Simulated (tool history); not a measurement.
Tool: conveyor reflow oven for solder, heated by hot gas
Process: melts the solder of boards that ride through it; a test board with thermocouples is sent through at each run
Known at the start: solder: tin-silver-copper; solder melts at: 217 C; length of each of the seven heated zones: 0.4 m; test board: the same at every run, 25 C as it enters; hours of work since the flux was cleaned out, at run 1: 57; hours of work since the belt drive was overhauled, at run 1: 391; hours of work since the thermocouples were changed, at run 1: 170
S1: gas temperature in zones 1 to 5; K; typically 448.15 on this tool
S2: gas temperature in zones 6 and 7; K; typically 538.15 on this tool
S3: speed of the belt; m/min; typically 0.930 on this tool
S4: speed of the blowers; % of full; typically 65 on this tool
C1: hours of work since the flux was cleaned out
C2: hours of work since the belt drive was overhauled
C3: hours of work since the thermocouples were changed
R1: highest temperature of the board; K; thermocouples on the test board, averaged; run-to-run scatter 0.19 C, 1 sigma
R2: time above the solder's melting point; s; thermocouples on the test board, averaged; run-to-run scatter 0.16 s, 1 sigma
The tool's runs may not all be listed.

run,day,S1,S2,S3,S4,C1,C2,C3,R1,R2
1,0.000,448.15,538.15,0.930,65,57,391,170,515.25,32.4
2,0.488,448.15,538.15,0.930,65,66,400,179,515.25,32.0
3,1.104,448.15,538.15,0.930,65,77,410,190,515.35,31.8
4,1.412,454.15,538.15,0.930,65,82,416,196,516.55,34.3
5,1.717,448.15,538.15,0.930,65,88,421,201,515.55,31.6
6,2.146,448.15,538.15,0.930,65,95,429,209,515.55,31.7
7,2.704,448.15,538.15,0.930,65,105,439,219,515.25,31.6
8,3.183,448.15,538.15,0.930,65,114,448,227,515.05,31.4
# day 3.425: flux residue cleaned out of gas plates and filters
9,3.675,438.15,538.15,0.930,81,4,453,232,516.95,31.1
10,4.075,451.15,538.15,0.787,65,12,460,239,521.05,44.0
11,4.425,446.15,528.15,0.839,79,18,466,246,512.85,35.0
12,4.721,460.15,538.15,0.930,52,23,471,251,512.95,32.1
13,4.988,460.15,538.15,1.013,52,28,476,256,508.75,25.5

Measured minus without-hidden-state, run by run (identical run-to-run variation in each term; gauge scatter may differ):
Hidden conditions of the tool in this case: heat that the gas passes to the board, % of a clean oven's; belt's true speed, % of the reading; true gas temperature in zones 6 and 7 over the reading, C; drift of the gauge itself on peak_c, C; drift of the gauge itself on liquid_s, %.
run,R1,R2
1,-0.80,-0.4
2,-0.90,-0.5
3,-1.00,-0.6
4,-1.10,-0.5
5,-1.10,-0.7
6,-1.20,-0.7
7,-1.30,-0.9
8,-1.40,-0.9
9,-2.00,-1.3
10,-1.60,-1.0
11,-1.80,-1.5
12,-1.70,-1.4
13,-1.90,-1.6
